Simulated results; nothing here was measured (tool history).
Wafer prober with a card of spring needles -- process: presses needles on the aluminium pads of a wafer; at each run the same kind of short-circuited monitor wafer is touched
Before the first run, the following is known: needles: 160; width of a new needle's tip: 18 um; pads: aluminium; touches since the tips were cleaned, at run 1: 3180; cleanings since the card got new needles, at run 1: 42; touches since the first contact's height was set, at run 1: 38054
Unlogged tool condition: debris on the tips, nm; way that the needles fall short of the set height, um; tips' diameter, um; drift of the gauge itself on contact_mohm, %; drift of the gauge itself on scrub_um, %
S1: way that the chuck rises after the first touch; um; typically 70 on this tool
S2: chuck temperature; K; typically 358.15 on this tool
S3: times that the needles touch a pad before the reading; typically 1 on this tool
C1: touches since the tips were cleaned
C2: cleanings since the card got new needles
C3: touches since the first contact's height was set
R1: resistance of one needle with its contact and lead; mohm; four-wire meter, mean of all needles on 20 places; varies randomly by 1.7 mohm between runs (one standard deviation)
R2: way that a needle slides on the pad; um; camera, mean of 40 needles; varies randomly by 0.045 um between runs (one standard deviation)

run    hour  S1      S2  S3    C1   C2      C3   R1     R2
  1     0.0  70  358.15   1  3180   42   38054  166  18.90
       13.3  -- tips cleaned on abrasive film
       35.8  -- tips cleaned on abrasive film
       53.8  -- tips cleaned on abrasive film
       71.9  -- tips cleaned on abrasive film
       94.4  -- tips cleaned on abrasive film
  2    97.0  70  358.15   1   992   47   75541  170  18.87
      115.0  -- tips cleaned on abrasive film
      137.5  -- tips cleaned on abrasive film
  3   143.0  70  358.15   1  2112   49   93348  162  18.96
      156.5  -- tips cleaned on abrasive film
      174.6  -- tips cleaned on abrasive film
      192.6  -- tips cleaned on abrasive film
      215.0  -- tips cleaned on abrasive film
      233.1  -- tips cleaned on abrasive film
  4   236.4  70  358.15   3  1285   54  129459  164  18.86
      254.1  -- tips cleaned on abrasive film
      272.1  -- height of the first contact set anew
      276.7  -- tips cleaned on abrasive film
      299.2  -- tips cleaned on abrasive film
      321.2  -- tips cleaned on abrasive film
  5   321.2  70  358.15   1     0   58   18971  166  18.96
      343.3  -- tips cleaned on abrasive film
      365.7  -- tips cleaned on abrasive film
      383.8  -- tips cleaned on abrasive film
      405.8  -- tips cleaned on abrasive film
  6   410.0  70  358.15   1  1639   62   53351  163  18.94
      427.8  -- tips cleaned on abrasive film
      450.3  -- tips cleaned on abrasive film
  7   467.0  70  350.15   1  6456   64   75395  164  18.91
      471.5  -- tips cleaned on abrasive film
      489.6  -- tips cleaned on abrasive film
      511.7  -- tips cleaned on abrasive film
      534.3  -- tips cleaned on abrasive film
  8   537.7  70  350.15   1  1331   68  102736  164  18.94
      555.7  -- tips cleaned on abrasive film
      578.3  -- tips cleaned on abrasive film
      596.3  -- tips cleaned on abrasive film
  9   600.5  70  350.15   1  1631   71  127035  164  18.96
      618.5  -- tips cleaned on abrasive film
      641.1  -- tips cleaned on abrasive film
      641.4  -- height of the first contact set anew
      659.4  -- tips cleaned on abrasive film
      681.8  -- tips cleaned on abrasive film
 10   696.2  70  350.15   1  5614   75   21241  165  18.89
      700.8  -- tips cleaned on abrasive film
      723.2  -- tips cleaned on abrasive film
      745.7  -- tips cleaned on abrasive film
      764.9  -- tips cleaned on abrasive film
 11   764.9  64  358.15   1     0   79   47780  167  17.37
      787.1  -- tips cleaned on abrasive film
 12   804.9  64  358.15   2  6947   80   63305  170  17.30
      809.5  -- tips cleaned on abrasive film
      827.6  -- tips cleaned on abrasive film
      850.1  -- tips cleaned on abrasive film
      868.4  -- tips cleaned on abrasive film
 13   868.4  64  358.15   2     0   84   87805  167  17.26
      890.4  -- tips cleaned on abrasive film
      908.4  -- tips cleaned on abrasive film
      926.5  -- tips cleaned on abrasive film
      948.1  -- tips cleaned on abrasive film
 14   963.5  70  306.15   1  5954   88  124605  153  18.93
      968.1  -- tips cleaned on abrasive film
      990.6  -- tips cleaned on abrasive film
     1012.9  -- tips cleaned on abrasive film
     1013.2  -- height of the first contact set anew
 15  1018.3  83  331.15   1  1946   91    1946  159  22.36
     1031.8  -- tips cleaned on abrasive film
     1054.2  -- tips cleaned on abrasive film
 16  1059.6  85  338.15   2  2105   93   17933  158  23.03
     1072.7  -- tips cleaned on abrasive film
     1095.2  -- tips cleaned on abrasive film
     1113.2  -- tips cleaned on abrasive film
 17  1127.0  61  358.15   1  5363   96   44028  167  16.55
     1131.6  -- tips cleaned on abrasive film
     1154.1  -- tips cleaned on abrasive film
     1176.6  -- tips cleaned on abrasive film
     1194.6  -- tips cleaned on abrasive film
 18  1201.9  82  358.15   2  2820  100   72965  161  22.24
     1215.4  -- tips cleaned on abrasive film
     1238.0  -- tips cleaned on abrasive film
 19  1241.8  70  358.15   1  1484  102   88400  164  18.97

What does the tool deliver on the next run?
     1259.8  -- tips cleaned on abrasive film
     1281.9  -- tips cleaned on abrasive film
 20  1292.1  70  337.15   1  3961  104  107873   ?   ?

For run 20 the tool returned R1 163 mohm, R2 18.96 um.
With the hidden condition absent and the run-to-run variation left alone, this run would have shown R1 163 mohm, R2 18.96 um.
